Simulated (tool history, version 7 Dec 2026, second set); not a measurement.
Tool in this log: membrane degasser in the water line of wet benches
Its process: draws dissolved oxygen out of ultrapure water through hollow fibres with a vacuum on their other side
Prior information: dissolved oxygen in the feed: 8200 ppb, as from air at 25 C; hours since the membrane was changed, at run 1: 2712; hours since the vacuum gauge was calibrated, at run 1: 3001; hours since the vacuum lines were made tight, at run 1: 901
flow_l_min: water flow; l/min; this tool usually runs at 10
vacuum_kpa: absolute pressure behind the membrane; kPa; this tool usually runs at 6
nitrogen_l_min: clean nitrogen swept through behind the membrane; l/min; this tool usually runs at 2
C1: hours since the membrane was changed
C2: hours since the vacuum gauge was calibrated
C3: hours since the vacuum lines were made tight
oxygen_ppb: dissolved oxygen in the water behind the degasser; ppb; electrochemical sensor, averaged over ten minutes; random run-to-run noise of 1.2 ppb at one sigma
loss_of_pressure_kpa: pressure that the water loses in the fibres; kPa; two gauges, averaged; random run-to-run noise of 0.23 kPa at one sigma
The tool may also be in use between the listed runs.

{"run": 1, "hour": 0.0, "flow_l_min": 10, "vacuum_kpa": 6, "nitrogen_l_min": 2, "C1": 2712, "C2": 3001, "C3": 901, "oxygen_ppb": 123.7, "loss_of_pressure_kpa": 59.75}
{"run": 2, "hour": 45.6, "flow_l_min": 10, "vacuum_kpa": 6, "nitrogen_l_min": 2, "C1": 2758, "C2": 3046, "C3": 947, "oxygen_ppb": 121.8, "loss_of_pressure_kpa": 59.44}
{"run": 3, "hour": 158.2, "flow_l_min": 10, "vacuum_kpa": 6, "nitrogen_l_min": 2, "C1": 2870, "C2": 3159, "C3": 1059, "oxygen_ppb": 121.3, "loss_of_pressure_kpa": 59.42}
{"run": 4, "hour": 232.9, "flow_l_min": 10, "vacuum_kpa": 6, "nitrogen_l_min": 2, "C1": 2945, "C2": 3234, "C3": 1134, "oxygen_ppb": 122.6, "loss_of_pressure_kpa": 59.87}
{"run": 5, "hour": 284.2, "flow_l_min": 10, "vacuum_kpa": 6, "nitrogen_l_min": 2, "C1": 2996, "C2": 3285, "C3": 1185, "oxygen_ppb": 123.3, "loss_of_pressure_kpa": 59.31}
{"run": 6, "hour": 349.2, "flow_l_min": 10, "vacuum_kpa": 3.69, "nitrogen_l_min": 2, "C1": 3061, "C2": 3350, "C3": 1250, "oxygen_ppb": 91.4, "loss_of_pressure_kpa": 59.75}
{"run": 7, "hour": 455.0, "flow_l_min": 10, "vacuum_kpa": 6, "nitrogen_l_min": 2, "C1": 3167, "C2": 3456, "C3": 1356, "oxygen_ppb": 120.2, "loss_of_pressure_kpa": 59.8}
{"run": 8, "hour": 503.9, "flow_l_min": 10, "vacuum_kpa": 6, "nitrogen_l_min": 2, "C1": 3216, "C2": 3505, "C3": 1405, "oxygen_ppb": 122.4, "loss_of_pressure_kpa": 59.75}
{"run": 9, "hour": 585.1, "flow_l_min": 10, "vacuum_kpa": 6, "nitrogen_l_min": 2, "C1": 3297, "C2": 3586, "C3": 1486, "oxygen_ppb": 120.9, "loss_of_pressure_kpa": 59.43}
{"run": 10, "hour": 634.3, "flow_l_min": 10, "vacuum_kpa": 8.17, "nitrogen_l_min": 2, "C1": 3346, "C2": 3635, "C3": 1535, "oxygen_ppb": 147, "loss_of_pressure_kpa": 59.6}
{"run": 11, "hour": 695.6, "flow_l_min": 10, "vacuum_kpa": 6, "nitrogen_l_min": 2, "C1": 3408, "C2": 3696, "C3": 1597, "oxygen_ppb": 120.9, "loss_of_pressure_kpa": 59.43}
{"run": 12, "hour": 768.4, "flow_l_min": 10, "vacuum_kpa": 6, "nitrogen_l_min": 2, "C1": 3480, "C2": 3769, "C3": 1669, "oxygen_ppb": 120.9, "loss_of_pressure_kpa": 59.83}
{"run": 13, "hour": 851.2, "flow_l_min": 10, "vacuum_kpa": 6, "nitrogen_l_min": 0.97, "C1": 3563, "C2": 3852, "C3": 1752, "oxygen_ppb": 155.8, "loss_of_pressure_kpa": 59.66}
{"run": 14, "hour": 939.9, "flow_l_min": 10, "vacuum_kpa": 6, "nitrogen_l_min": 0.97, "C1": 3652, "C2": 3941, "C3": 1841, "oxygen_ppb": 153, "loss_of_pressure_kpa": 59.56}
{"run": 15, "hour": 1007.4, "flow_l_min": 10, "vacuum_kpa": 6, "nitrogen_l_min": 0.97, "C1": 3719, "C2": 4008, "C3": 1908, "oxygen_ppb": 154.6, "loss_of_pressure_kpa": 59.91}
{"run": 16, "hour": 1114.3, "flow_l_min": 10, "vacuum_kpa": 6, "nitrogen_l_min": 0.97, "C1": 3826, "C2": 4115, "C3": 2015, "oxygen_ppb": 153.4, "loss_of_pressure_kpa": 59.64}
{"hour": 1130.0, "done": "vacuum gauge calibrated"}
{"run": 17, "hour": 1209.4, "flow_l_min": 10, "vacuum_kpa": 6, "nitrogen_l_min": 0.97, "C1": 3921, "C2": 79, "C3": 2110, "oxygen_ppb": 152.9, "loss_of_pressure_kpa": 59.07}
{"run": 18, "hour": 1306.1, "flow_l_min": 10, "vacuum_kpa": 6, "nitrogen_l_min": 5.67, "C1": 4018, "C2": 176, "C3": 2207, "oxygen_ppb": 100, "loss_of_pressure_kpa": 59.37}
{"run": 19, "hour": 1355.3, "flow_l_min": 15, "vacuum_kpa": 11.78, "nitrogen_l_min": 4.71, "C1": 4067, "C2": 225, "C3": 2256, "oxygen_ppb": 311.3, "loss_of_pressure_kpa": 89.38}
{"run": 20, "hour": 1408.0, "flow_l_min": 15, "vacuum_kpa": 11.78, "nitrogen_l_min": 4.71, "C1": 4120, "C2": 278, "C3": 2308, "oxygen_ppb": 307.5, "loss_of_pressure_kpa": 89.35}
{"run": 21, "hour": 1474.4, "flow_l_min": 15, "vacuum_kpa": 11.78, "nitrogen_l_min": 5.87, "C1": 4186, "C2": 344, "C3": 2375, "oxygen_ppb": 300.5, "loss_of_pressure_kpa": 89.74}
{"run": 22, "hour": 1542.3, "flow_l_min": 10, "vacuum_kpa": 11.78, "nitrogen_l_min": 1.43, "C1": 4254, "C2": 412, "C3": 2443, "oxygen_ppb": 226.8, "loss_of_pressure_kpa": 59.82}
{"run": 23, "hour": 1623.4, "flow_l_min": 10, "vacuum_kpa": 11.78, "nitrogen_l_min": 1.43, "C1": 4335, "C2": 493, "C3": 2524, "oxygen_ppb": 225.2, "loss_of_pressure_kpa": 59.12}
{"run": 24, "hour": 1684.0, "flow_l_min": 13, "vacuum_kpa": 4.73, "nitrogen_l_min": 3.06, "C1": 4396, "C2": 554, "C3": 2584, "oxygen_ppb": 192.8, "loss_of_pressure_kpa": 77.94}
{"run": 25, "hour": 1781.5, "flow_l_min": 13, "vacuum_kpa": 4.73, "nitrogen_l_min": 3.06, "C1": 4493, "C2": 651, "C3": 2682, "oxygen_ppb": 190.6, "loss_of_pressure_kpa": 77.58}
{"run": 26, "hour": 1878.9, "flow_l_min": 13, "vacuum_kpa": 4.73, "nitrogen_l_min": 3.06, "C1": 4590, "C2": 749, "C3": 2779, "oxygen_ppb": 189.5, "loss_of_pressure_kpa": 77.88}
{"run": 27, "hour": 1939.7, "flow_l_min": 13, "vacuum_kpa": 4.73, "nitrogen_l_min": 3.06, "C1": 4651, "C2": 810, "C3": 2840, "oxygen_ppb": 193.8, "loss_of_pressure_kpa": 77.78}
{"run": 28, "hour": 2020.7, "flow_l_min": 13, "vacuum_kpa": 4.73, "nitrogen_l_min": 3.06, "C1": 4732, "C2": 891, "C3": 2921, "oxygen_ppb": 193.8, "loss_of_pressure_kpa": 77.42}
{"run": 29, "hour": 2085.0, "flow_l_min": 14, "vacuum_kpa": 6, "nitrogen_l_min": 5.05, "C1": 4797, "C2": 955, "C3": 2985, "oxygen_ppb": 233.2, "loss_of_pressure_kpa": 83.43}
{"run": 30, "hour": 2176.5, "flow_l_min": 8, "vacuum_kpa": 6, "nitrogen_l_min": 1.27, "C1": 4888, "C2": 1046, "C3": 3077, "oxygen_ppb": 85.4, "loss_of_pressure_kpa": 47.94}

Run 31 is up next; what results do you expect?
{"run": 31, "hour": 2244.9, "flow_l_min": 13, "vacuum_kpa": 6.29, "nitrogen_l_min": 3.1, "C1": 4956, "C2": 1115, "C3": 3145, "oxygen_ppb": "?", "loss_of_pressure_kpa": "?"}

{"run 31": {"oxygen_ppb": 207.8, "loss_of_pressure_kpa": 77.06}}
With no hidden state in the tool, this same run would have given oxygen_ppb 207.6 ppb, loss_of_pressure_kpa 77.04 kPa.
